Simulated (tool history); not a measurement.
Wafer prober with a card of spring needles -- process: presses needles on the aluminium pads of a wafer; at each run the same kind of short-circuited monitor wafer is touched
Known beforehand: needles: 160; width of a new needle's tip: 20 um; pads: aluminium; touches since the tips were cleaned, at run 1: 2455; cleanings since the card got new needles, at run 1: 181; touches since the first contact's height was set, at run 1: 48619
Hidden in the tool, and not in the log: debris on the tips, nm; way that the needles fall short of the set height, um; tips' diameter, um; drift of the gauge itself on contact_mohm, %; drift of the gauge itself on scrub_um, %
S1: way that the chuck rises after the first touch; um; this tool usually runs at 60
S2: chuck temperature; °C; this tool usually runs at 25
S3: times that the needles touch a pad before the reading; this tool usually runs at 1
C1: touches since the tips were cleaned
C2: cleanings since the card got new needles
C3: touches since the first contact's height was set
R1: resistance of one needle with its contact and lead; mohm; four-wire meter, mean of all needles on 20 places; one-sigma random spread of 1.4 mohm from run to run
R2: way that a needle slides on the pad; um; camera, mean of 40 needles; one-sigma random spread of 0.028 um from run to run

run	hour	S1	S2	S3	C1	C2	C3	R1	R2
1	0.0	60	25	1	2455	181	48619	151	8.91
# hour 5.1: tips cleaned on abrasive film
# hour 15.3: tips cleaned on abrasive film
# hour 27.9: tips cleaned on abrasive film
# hour 40.6: tips cleaned on abrasive film
2	41.6	60	25	2	451	185	66653	125	8.85
# hour 51.7: tips cleaned on abrasive film
# hour 61.9: tips cleaned on abrasive film
# hour 74.5: tips cleaned on abrasive film
# hour 84.7: tips cleaned on abrasive film
# hour 97.3: tips cleaned on abrasive film
3	98.3	60	25	2	426	190	91260	127	8.77
# hour 108.4: tips cleaned on abrasive film
# hour 118.6: tips cleaned on abrasive film
4	128.2	60	25	2	4195	192	104249	147	8.71
# hour 130.8: tips cleaned on abrasive film
# hour 140.9: tips cleaned on abrasive film
# hour 151.1: tips cleaned on abrasive film
# hour 163.7: tips cleaned on abrasive film
# hour 176.4: tips cleaned on abrasive film
# hour 186.5: tips cleaned on abrasive film
5	187.8	60	25	2	581	198	130110	126	8.71
# hour 198.0: tips cleaned on abrasive film
# hour 208.1: tips cleaned on abrasive film
# hour 220.8: tips cleaned on abrasive film
# hour 223.6: height of the first contact set anew
# hour 231.2: tips cleaned on abrasive film
6	232.4	60	47	2	521	202	3818	134	8.46
# hour 242.5: tips cleaned on abrasive film
# hour 252.7: tips cleaned on abrasive film
# hour 265.3: tips cleaned on abrasive film
# hour 275.5: tips cleaned on abrasive film
# hour 288.1: tips cleaned on abrasive film
7	295.2	60	25	2	3110	207	31110	148	8.36
# hour 300.4: tips cleaned on abrasive film
# hour 310.5: tips cleaned on abrasive film
# hour 323.1: tips cleaned on abrasive film
# hour 335.8: tips cleaned on abrasive film
8	339.9	60	25	2	1805	211	50502	143	8.37
# hour 347.6: tips cleaned on abrasive film
# hour 360.2: tips cleaned on abrasive film
# hour 372.9: tips cleaned on abrasive film
# hour 385.5: tips cleaned on abrasive film
9	389.3	60	25	2	1666	215	71953	143	8.37
# hour 396.9: tips cleaned on abrasive film
# hour 407.1: tips cleaned on abrasive film
# hour 417.2: tips cleaned on abrasive film
# hour 429.9: tips cleaned on abrasive film
# hour 440.0: tips cleaned on abrasive film
# hour 450.5: tips cleaned on abrasive film
10	450.5	48	25	1	0	221	98498	138	6.44
# hour 463.2: tips cleaned on abrasive film
# hour 475.9: tips cleaned on abrasive film
# hour 488.5: tips cleaned on abrasive film
11	491.9	48	25	1	1496	224	116481	180	6.42
# hour 499.6: tips cleaned on abrasive film
# hour 512.2: tips cleaned on abrasive film
# hour 524.9: tips cleaned on abrasive film
# hour 535.0: tips cleaned on abrasive film
# hour 545.1: tips cleaned on abrasive film
# hour 551.1: height of the first contact set anew, once more
12	551.1	48	25	1	2475	229	0	180	7.22
# hour 556.2: tips cleaned on abrasive film
# hour 568.9: tips cleaned on abrasive film
# hour 581.5: tips cleaned on abrasive film
# hour 594.2: tips cleaned on abrasive film
# hour 604.3: tips cleaned on abrasive film
# hour 614.5: tips cleaned on abrasive film
13	620.6	60	25	1	2703	235	30180	161	8.91
# hour 625.8: tips cleaned on abrasive film
# hour 635.9: tips cleaned on abrasive film
# hour 648.5: tips cleaned on abrasive film
# hour 661.2: tips cleaned on abrasive film
# hour 671.3: tips cleaned on abrasive film
14	674.9	60	25	1	1550	240	53713	153	8.84
# hour 682.5: tips cleaned on abrasive film
# hour 695.2: tips cleaned on abrasive film
# hour 707.8: tips cleaned on abrasive film
# hour 720.5: tips cleaned on abrasive film
# hour 730.6: tips cleaned on abrasive film
# hour 743.3: tips cleaned on abrasive film
15	745.2	60	100	1	851	246	84242	149	8.82
# hour 755.4: tips cleaned on abrasive film
# hour 765.5: tips cleaned on abrasive film
# hour 778.1: tips cleaned on abrasive film
# hour 790.8: tips cleaned on abrasive film
16	798.0	60	58	1	3148	250	107175	168	8.77
# hour 803.1: tips cleaned on abrasive film
# hour 813.3: tips cleaned on abrasive film
# hour 825.9: tips cleaned on abrasive film
# hour 836.0: tips cleaned on abrasive film
17	838.6	60	25	2	1123	254	124785	134	8.66
# hour 846.2: tips cleaned on abrasive film
# hour 856.4: tips cleaned on abrasive film
# hour 866.5: tips cleaned on abrasive film
# hour 879.2: tips cleaned on abrasive film
# hour 886.5: height of the first contact set anew
18	886.5	60	25	2	3060	258	0	145	9.02
# hour 891.6: tips cleaned on abrasive film
# hour 901.7: tips cleaned on abrasive film
# hour 914.4: tips cleaned on abrasive film
# hour 927.0: tips cleaned on abrasive film
# hour 939.7: tips cleaned on abrasive film
19	946.6	60	25	2	3022	263	26104	147	8.91
# hour 951.7: tips cleaned on abrasive film
# hour 964.4: tips cleaned on abrasive film
# hour 976.7: tips cleaned on abrasive film
20	976.7	60	25	2	0	266	39159	124	8.93
# hour 986.8: tips cleaned on abrasive film
# hour 997.0: tips cleaned on abrasive film
# hour 1007.1: tips cleaned on abrasive film
# hour 1019.8: tips cleaned on abrasive film
# hour 1032.4: tips cleaned on abrasive film
# hour 1045.1: tips cleaned on abrasive film
21	1048.1	66	56	3	1329	272	70165	133	9.76
# hour 1055.7: tips cleaned on abrasive film
# hour 1068.4: tips cleaned on abrasive film
# hour 1080.2: tips cleaned on abrasive film
22	1080.2	66	56	3	0	275	84067	126	9.70
# hour 1092.8: tips cleaned on abrasive film
# hour 1103.0: tips cleaned on abrasive film
# hour 1115.6: tips cleaned on abrasive film
# hour 1128.3: tips cleaned on abrasive film
# hour 1138.4: tips cleaned on abrasive film
# hour 1151.1: tips cleaned on abrasive film
23	1152.2	66	56	3	501	281	115344	128	9.64
# hour 1162.3: tips cleaned on abrasive film
# hour 1175.0: tips cleaned on abrasive film
# hour 1187.7: tips cleaned on abrasive film
24	1191.1	40	26	1	1518	284	132250	216	5.66

Below are 3 alternative next runs, each starting from the tool's condition after run 24. Predict each:
# hour 1198.8: tips cleaned on abrasive film
# hour 1208.9: tips cleaned on abrasive film
# hour 1219.0: tips cleaned on abrasive film
# hour 1221.8: height of the first contact set anew
A	1223.6	40	46	1	1851	287	752	?	?
# hour 1198.8: tips cleaned on abrasive film
# hour 1208.9: tips cleaned on abrasive film
# hour 1219.0: tips cleaned on abrasive film
# hour 1221.8: height of the first contact set anew
B	1223.6	46	67	1	1851	287	752	?	?
# hour 1198.8: tips cleaned on abrasive film
# hour 1208.9: tips cleaned on abrasive film
# hour 1219.0: tips cleaned on abrasive film
# hour 1221.8: height of the first contact set anew
C	1223.6	54	47	1	1851	287	752	?	?

run	R1	R2
A	215	6.04
B	198	6.95
C	170	8.15
Without the tool's unlogged condition, the same runs would have read:
run	R1	R2
A	126	6.04
B	129	6.95
C	119	8.15
